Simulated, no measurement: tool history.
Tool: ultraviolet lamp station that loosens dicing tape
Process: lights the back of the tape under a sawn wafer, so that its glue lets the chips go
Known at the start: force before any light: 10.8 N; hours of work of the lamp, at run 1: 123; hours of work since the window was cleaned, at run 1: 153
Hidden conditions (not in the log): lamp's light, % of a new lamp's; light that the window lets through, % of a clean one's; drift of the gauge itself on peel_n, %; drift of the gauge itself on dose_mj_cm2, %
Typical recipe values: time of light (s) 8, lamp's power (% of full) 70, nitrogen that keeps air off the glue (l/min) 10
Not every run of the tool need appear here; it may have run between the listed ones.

| run | day | time of light (s) | lamp's power (% of full) | nitrogen that keeps air off the glue (l/min) | hours of work of the lamp | hours of work since the window was cleaned | force that peels the tape off (N) | light that reached the tape (J/m2) |
|---|---|---|---|---|---|---|---|---|
| 1 | 0 | 8 | 70 | 10 | 123 | 153 | 1 | 3990 |
| 2 | 0.954 | 8 | 70 | 10 | 138 | 168 | 0.968 | 4020 |
| 3 | 1.883 | 8 | 70 | 10 | 153 | 183 | 0.955 | 3970 |
| 4 | 2.658 | 8 | 75 | 10 | 165 | 196 | 0.851 | 4290 |
| 5 | 3.458 | 8 | 70 | 10 | 178 | 209 | 0.983 | 3940 |
| 6 | 4 | 6 | 70 | 10 | 187 | 217 | 1.723 | 2980 |
| 7 | 5.029 | 6 | 70 | 10 | 203 | 234 | 1.659 | 2920 |
| 8 | 5.912 | 8 | 70 | 10 | 217 | 248 | 1.038 | 3860 |
| 9 | 6.333 | 13 | 70 | 10 | 224 | 255 | 0.41 | 6300 |
| 10 | 7.292 | 13 | 70 | 10 | 240 | 270 | 0.407 | 6220 |
| 11 | 8.058 | 13 | 70 | 10 | 252 | 282 | 0.402 | 6260 |
| 12 | 9.008 | 8 | 70 | 10 | 267 | 297 | 1.113 | 3830 |
| 13 | 9.788 | 9 | 80 | 10 | 279 | 310 | 0.662 | 4770 |
| 14 | 10.408 | 8 | 65 | 10 | 289 | 320 | 1.26 | 3520 |
| 15 | 11.004 | 8 | 86 | 10 | 299 | 329 | 0.726 | 4630 |
| 16 | 11.596 | 9 | 92 | 10 | 308 | 339 | 0.515 | 5520 |
| 17 | 12.379 | 8 | 100 | 11 | 321 | 351 | 0.511 | 5290 |
| 18 | 13.212 | 7 | 69 | 18 | 334 | 365 | 1.04 | 3200 |
| 19 | 13.804 | 8 | 81 | 10 | 344 | 374 | 0.879 | 4280 |
| 20 | 14.771 | 8 | 74 | 10 | 359 | 390 | 1.033 | 3860 |
| 21 | 15.533 | 8 | 74 | 10 | 372 | 402 | 1.07 | 3800 |
| 22 | 16.425 | 12 | 81 | 11 | 386 | 416 | 0.394 | 6270 |
| 23 | 16.946 | 15 | 81 | 7 | 394 | 425 | 0.367 | 7780 |

Predict each of these 5 candidate next runs independently; none follows another, all start after run 23:
|  | 17.554 | window cleaned of glue's vapour |
| A | 17.904 | 5 | 80 | 5 | 409 | 6 | ? | ? |
|  | 17.554 | window cleaned of glue's vapour |
| B | 17.904 | 15 | 66 | 7 | 409 | 6 | ? | ? |
|  | 17.554 | window cleaned of glue's vapour |
| C | 17.904 | 15 | 60 | 7 | 409 | 6 | ? | ? |
|  | 17.554 | window cleaned of glue's vapour |
| D | 17.904 | 4 | 69 | 7 | 409 | 6 | ? | ? |
|  | 17.554 | window cleaned of glue's vapour |
| E | 17.904 | 5 | 81 | 15 | 409 | 6 | ? | ? |

| run | force that peels the tape off (N) | light that reached the tape (J/m2) |
|---|---|---|
| A | 2.739 | 2810 |
| B | 0.426 | 7010 |
| C | 0.482 | 6410 |
| D | 3.528 | 1950 |
| E | 1.339 | 2920 |
Without the tool's hidden state the same runs would have given:
| run | force that peels the tape off (N) | light that reached the tape (J/m2) |
|---|---|---|
| A | 2.483 | 3020 |
| B | 0.379 | 7530 |
| C | 0.422 | 6890 |
| D | 3.257 | 2100 |
| E | 1.17 | 3140 |
